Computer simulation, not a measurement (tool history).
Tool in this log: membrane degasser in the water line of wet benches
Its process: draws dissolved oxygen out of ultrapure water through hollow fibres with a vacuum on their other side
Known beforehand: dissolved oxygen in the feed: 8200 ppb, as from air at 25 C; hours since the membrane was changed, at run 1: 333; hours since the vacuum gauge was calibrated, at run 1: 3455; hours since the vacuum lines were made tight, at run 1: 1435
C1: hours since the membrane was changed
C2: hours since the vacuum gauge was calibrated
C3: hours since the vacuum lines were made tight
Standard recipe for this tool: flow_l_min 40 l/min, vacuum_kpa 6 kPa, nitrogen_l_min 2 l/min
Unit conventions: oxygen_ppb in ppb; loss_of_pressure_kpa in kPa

Run 1, hour 0: usual settings; C1 333; C2 3455; C3 1435. Result: oxygen_ppb 149.7 ppb, loss_of_pressure_kpa 33.92 kPa.
Run 2, hour 134.4: usual settings; C1 467; C2 3589; C3 1569. Result: oxygen_ppb 151 ppb, loss_of_pressure_kpa 34.22 kPa.
Run 3, hour 191.2: usual settings; C1 524; C2 3646; C3 1626. Result: oxygen_ppb 149.1 ppb, loss_of_pressure_kpa 34.19 kPa.
Run 4, hour 275.1: usual settings; C1 608; C2 3730; C3 1710. Result: oxygen_ppb 153.4 ppb, loss_of_pressure_kpa 34.28 kPa.
Run 5, hour 365.7: usual settings; C1 699; C2 3820; C3 1800. Result: oxygen_ppb 152.8 ppb, loss_of_pressure_kpa 34.36 kPa.
Run 6, hour 425.3: usual settings; C1 758; C2 3880; C3 1860. Result: oxygen_ppb 151.7 ppb, loss_of_pressure_kpa 34.02 kPa.
Run 7, hour 556.6: usual settings but nitrogen_l_min 1.52 l/min; C1 889; C2 4011; C3 1991. Result: oxygen_ppb 188.4 ppb, loss_of_pressure_kpa 34.41 kPa.
Run 8, hour 651.9: usual settings; C1 985; C2 4107; C3 2087. Result: oxygen_ppb 150.1 ppb, loss_of_pressure_kpa 34.29 kPa.
Run 9, hour 773.8: usual settings; C1 1107; C2 4229; C3 2208. Result: oxygen_ppb 151.1 ppb, loss_of_pressure_kpa 34.19 kPa.
Run 10, hour 853.8: usual settings but flow_l_min 30 l/min, vacuum_kpa 8.8 kPa, nitrogen_l_min 1.74 l/min; C1 1187; C2 4309; C3 2288. Result: oxygen_ppb 230.8 ppb, loss_of_pressure_kpa 25.9 kPa.
Run 11, hour 968.1: usual settings but vacuum_kpa 6.22 kPa, nitrogen_l_min 1.09 l/min; C1 1301; C2 4423; C3 2403. Result: oxygen_ppb 255.3 ppb, loss_of_pressure_kpa 34.24 kPa.
Run 12, hour 1026: usual settings but vacuum_kpa 6.22 kPa, nitrogen_l_min 1.09 l/min; C1 1359; C2 4481; C3 2461. Result: oxygen_ppb 259.5 ppb, loss_of_pressure_kpa 34.26 kPa.
Run 13, hour 1160.1: usual settings but flow_l_min 47 l/min; C1 1493; C2 4615; C3 2595. Result: oxygen_ppb 191.8 ppb, loss_of_pressure_kpa 40.25 kPa.
Run 14, hour 1240.5: usual settings but flow_l_min 42 l/min, vacuum_kpa 9.49 kPa; C1 1573; C2 4695; C3 2675. Result: oxygen_ppb 312.5 ppb, loss_of_pressure_kpa 36.21 kPa.
Run 15, hour 1349.2: usual settings but flow_l_min 37 l/min, nitrogen_l_min 0.99 l/min; C1 1682; C2 4804; C3 2784. Result: oxygen_ppb 237.6 ppb, loss_of_pressure_kpa 31.66 kPa.
Run 16, hour 1429.7: usual settings but flow_l_min 37 l/min, nitrogen_l_min 4.53 l/min; C1 1763; C2 4884; C3 2864. Result: oxygen_ppb 74.1 ppb, loss_of_pressure_kpa 31.73 kPa.
Run 17, hour 1522.2: usual settings but flow_l_min 49 l/min, vacuum_kpa 8.12 kPa; C1 1855; C2 4977; C3 2957. Result: oxygen_ppb 310.5 ppb, loss_of_pressure_kpa 42.27 kPa.

Difference, measured minus no-hidden-state, one row per run. Run-to-run variation is common to both terms; the gauge's own scatter need not be:
Hidden conditions of the tool in this case: membrane still open, %; true pressure behind the membrane over the reading, kPa; air that leaks in behind the membrane, l/min; drift of the gauge itself on oxygen_ppb, %; drift of the gauge itself on loss_of_pressure_kpa, %.
run  oxygen_ppb  loss_of_pressure_kpa
  1        +8.5                 +0.09
  2          +9                 +0.13
  3        +9.1                 +0.14
  4        +9.6                 +0.17
  5        +9.9                 +0.19
  6         +10                  +0.2
  7         +13                 +0.24
  8       +10.7                 +0.26
  9       +11.1                 +0.29
 10        +9.7                 +0.24
 11       +18.4                 +0.34
 12       +19.1                 +0.36
 13         +15                 +0.47
 14       +12.9                 +0.44
 15         +20                 +0.41
 16        +6.4                 +0.44
 17       +16.9                  +0.6
